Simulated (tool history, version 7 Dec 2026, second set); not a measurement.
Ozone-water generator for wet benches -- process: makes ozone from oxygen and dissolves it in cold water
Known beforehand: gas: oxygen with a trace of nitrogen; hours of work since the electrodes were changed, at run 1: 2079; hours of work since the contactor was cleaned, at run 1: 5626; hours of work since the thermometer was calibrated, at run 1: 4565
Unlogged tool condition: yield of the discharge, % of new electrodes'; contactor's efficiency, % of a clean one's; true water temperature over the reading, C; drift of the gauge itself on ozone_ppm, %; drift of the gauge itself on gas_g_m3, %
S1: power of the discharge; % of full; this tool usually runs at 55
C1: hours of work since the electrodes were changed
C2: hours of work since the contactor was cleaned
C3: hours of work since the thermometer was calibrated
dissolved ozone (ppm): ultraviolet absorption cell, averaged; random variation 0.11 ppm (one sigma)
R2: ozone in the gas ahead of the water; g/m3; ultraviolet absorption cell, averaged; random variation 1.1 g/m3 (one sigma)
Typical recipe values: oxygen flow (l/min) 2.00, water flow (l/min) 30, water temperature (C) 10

{"run": 1, "hour": 0.0, "S1": 55, "oxygen flow (l/min)": 2.0, "water flow (l/min)": 30, "water temperature (C)": 10, "C1": 2079, "C2": 5626, "C3": 4565, "dissolved ozone (ppm)": 8.1, "R2": 190.0}
{"run": 2, "hour": 65.0, "S1": 55, "oxygen flow (l/min)": 2.0, "water flow (l/min)": 21, "water temperature (C)": 10, "C1": 2138, "C2": 5686, "C3": 4624, "dissolved ozone (ppm)": 12.1, "R2": 190.5}
{"run": 3, "hour": 142.9, "S1": 55, "oxygen flow (l/min)": 2.0, "water flow (l/min)": 30, "water temperature (C)": 10, "C1": 2210, "C2": 5757, "C3": 4696, "dissolved ozone (ppm)": 8.0, "R2": 189.6}
{"run": 4, "hour": 217.5, "S1": 55, "oxygen flow (l/min)": 2.0, "water flow (l/min)": 30, "water temperature (C)": 10, "C1": 2278, "C2": 5825, "C3": 4764, "dissolved ozone (ppm)": 8.1, "R2": 189.1}
{"hour": 225.1, "done": "contactor cleaned"}
{"run": 5, "hour": 279.9, "S1": 55, "oxygen flow (l/min)": 2.0, "water flow (l/min)": 30, "water temperature (C)": 10, "C1": 2332, "C2": 50, "C3": 4818, "dissolved ozone (ppm)": 8.1, "R2": 190.5}
{"run": 6, "hour": 350.0, "S1": 55, "oxygen flow (l/min)": 2.0, "water flow (l/min)": 26, "water temperature (C)": 10, "C1": 2396, "C2": 115, "C3": 4882, "dissolved ozone (ppm)": 9.3, "R2": 191.0}
{"run": 7, "hour": 399.9, "S1": 55, "oxygen flow (l/min)": 2.0, "water flow (l/min)": 30, "water temperature (C)": 10, "C1": 2442, "C2": 160, "C3": 4928, "dissolved ozone (ppm)": 7.9, "R2": 190.5}
{"run": 8, "hour": 446.1, "S1": 55, "oxygen flow (l/min)": 2.28, "water flow (l/min)": 30, "water temperature (C)": 10, "C1": 2484, "C2": 203, "C3": 4970, "dissolved ozone (ppm)": 8.6, "R2": 181.6}
{"run": 9, "hour": 491.5, "S1": 55, "oxygen flow (l/min)": 2.28, "water flow (l/min)": 30, "water temperature (C)": 10, "C1": 2526, "C2": 244, "C3": 5012, "dissolved ozone (ppm)": 8.6, "R2": 183.0}
{"run": 10, "hour": 524.6, "S1": 55, "oxygen flow (l/min)": 2.28, "water flow (l/min)": 30, "water temperature (C)": 10, "C1": 2556, "C2": 275, "C3": 5042, "dissolved ozone (ppm)": 8.6, "R2": 182.6}
{"hour": 569.6, "done": "contactor cleaned, once more"}
{"run": 11, "hour": 606.0, "S1": 55, "oxygen flow (l/min)": 2.28, "water flow (l/min)": 30, "water temperature (C)": 10, "C1": 2627, "C2": 33, "C3": 5113, "dissolved ozone (ppm)": 9.0, "R2": 181.6}
{"run": 12, "hour": 650.8, "S1": 49, "oxygen flow (l/min)": 3.6, "water flow (l/min)": 22, "water temperature (C)": 17, "C1": 2668, "C2": 74, "C3": 5154, "dissolved ozone (ppm)": 13.3, "R2": 143.4}

Each row is a separate what-if for the run after 12, all from the same tool condition, not one after another. Results?
{"run": "A", "hour": 709.4, "S1": 100, "oxygen flow (l/min)": 1.3, "water flow (l/min)": 24, "water temperature (C)": 10, "C1": 2722, "C2": 128, "C3": 5208, "dissolved ozone (ppm)": "?", "R2": "?"}
{"run": "B", "hour": 709.4, "S1": 44, "oxygen flow (l/min)": 2.21, "water flow (l/min)": 32, "water temperature (C)": 17, "C1": 2722, "C2": 128, "C3": 5208, "dissolved ozone (ppm)": "?", "R2": "?"}
{"run": "C", "hour": 709.4, "S1": 55, "oxygen flow (l/min)": 1.2, "water flow (l/min)": 30, "water temperature (C)": 14, "C1": 2722, "C2": 128, "C3": 5208, "dissolved ozone (ppm)": "?", "R2": "?"}

run=A dissolved_ozone_(ppm)=14.2 R2=362.1
run=B dissolved_ozone_(ppm)=6.3 R2=152.9
run=C dissolved_ozone_(ppm)=6.0 R2=221.8
What these runs would have given with no unlogged condition in the tool:
run=A dissolved_ozone_(ppm)=15.4 R2=393.2
run=B dissolved_ozone_(ppm)=6.6 R2=158.6
run=C dissolved_ozone_(ppm)=6.4 R2=233.0
